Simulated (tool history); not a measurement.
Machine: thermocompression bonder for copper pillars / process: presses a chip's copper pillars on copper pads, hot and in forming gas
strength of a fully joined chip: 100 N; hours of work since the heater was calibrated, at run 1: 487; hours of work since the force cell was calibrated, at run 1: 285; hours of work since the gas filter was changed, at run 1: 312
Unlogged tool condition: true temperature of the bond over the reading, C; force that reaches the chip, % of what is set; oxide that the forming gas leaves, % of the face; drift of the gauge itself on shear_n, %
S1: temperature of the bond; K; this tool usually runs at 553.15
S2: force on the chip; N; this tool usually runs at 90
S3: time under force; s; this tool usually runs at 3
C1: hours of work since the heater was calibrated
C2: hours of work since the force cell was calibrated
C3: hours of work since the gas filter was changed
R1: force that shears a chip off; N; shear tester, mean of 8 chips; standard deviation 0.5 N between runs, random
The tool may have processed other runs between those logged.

| run | hour | S1 | S2 | S3 | C1 | C2 | C3 | R1 |
|---|---|---|---|---|---|---|---|---|
| 1 | 0 | 553.15 | 90 | 3 | 487 | 285 | 312 | 52.5 |
| 2 | 16 | 553.15 | 90 | 3 | 495 | 292 | 320 | 51.7 |
| 3 | 26 | 553.15 | 90 | 3 | 499 | 297 | 325 | 52.3 |
| 4 | 44.7 | 553.15 | 90 | 3 | 508 | 306 | 333 | 52.4 |
| 5 | 59.3 | 553.15 | 90 | 3 | 515 | 313 | 340 | 51.6 |
| 6 | 69.5 | 525.15 | 90 | 3 | 520 | 318 | 345 | 39.5 |
| 7 | 81.8 | 545.15 | 90 | 3 | 526 | 323 | 351 | 47.9 |
| 8 | 91.9 | 532.15 | 90 | 3 | 530 | 328 | 356 | 41.4 |
| 9 | 113.1 | 553.15 | 91 | 3 | 540 | 338 | 366 | 52.1 |
| 10 | 133.9 | 553.15 | 91 | 3 | 550 | 348 | 375 | 52.8 |
|  | 135.6 | forming gas filter changed |
| 11 | 156.9 | 553.15 | 91 | 3 | 561 | 359 | 10 | 53.3 |
| 12 | 180.3 | 553.15 | 91 | 3 | 572 | 370 | 21 | 52.9 |
| 13 | 200.2 | 553.15 | 91 | 3 | 581 | 379 | 30 | 53.9 |
| 14 | 215.9 | 553.15 | 91 | 3 | 588 | 386 | 38 | 53.2 |
| 15 | 237 | 580.15 | 111 | 8 | 598 | 396 | 48 | 88.2 |
| 16 | 249.4 | 578.15 | 90 | 8 | 604 | 402 | 54 | 82.3 |
|  | 252.5 | heater calibrated with a thermocouple chip |
| 17 | 264 | 559.15 | 85 | 3 | 5 | 408 | 59 | 56.6 |
| 18 | 275.1 | 579.15 | 59 | 2 | 11 | 413 | 65 | 45.1 |
| 19 | 295.9 | 543.15 | 59 | 4 | 20 | 423 | 74 | 41.4 |
| 20 | 318.1 | 565.15 | 115 | 3 | 31 | 433 | 85 | 69.4 |
| 21 | 328.7 | 553.15 | 95 | 3 | 36 | 438 | 90 | 56.6 |
|  | 343 | heater calibrated with a thermocouple chip, once more |
| 22 | 349.8 | 553.15 | 95 | 3 | 3 | 447 | 99 | 53.6 |
| 23 | 361.1 | 553.15 | 95 | 3 | 9 | 453 | 104 | 53.7 |
| 24 | 373.7 | 553.15 | 95 | 3 | 14 | 459 | 110 | 53.3 |
| 25 | 386.4 | 553.15 | 95 | 3 | 20 | 465 | 116 | 53.9 |
| 26 | 404.6 | 553.15 | 89 | 8 | 29 | 473 | 125 | 69.8 |
| 27 | 420.5 | 553.15 | 89 | 8 | 36 | 481 | 132 | 69.6 |

4 ways to go on from here, each from the tool as it stands after run 27. What would each give?
| A | 433.5 | 528.15 | 97 | 8 | 43 | 487 | 138 | ? |
| B | 433.5 | 553.15 | 110 | 7 | 43 | 487 | 138 | ? |
| C | 433.5 | 571.15 | 71 | 7 | 43 | 487 | 138 | ? |
| D | 433.5 | 553.15 | 71 | 8 | 43 | 487 | 138 | ? |

| run | R1 |
|---|---|
| A | 59 |
| B | 75.1 |
| C | 67.4 |
| D | 61.4 |
Had the tool no hidden state, the same runs would have come out as:
| run | R1 |
|---|---|
| A | 58.4 |
| B | 74.8 |
| C | 67 |
| D | 60.9 |
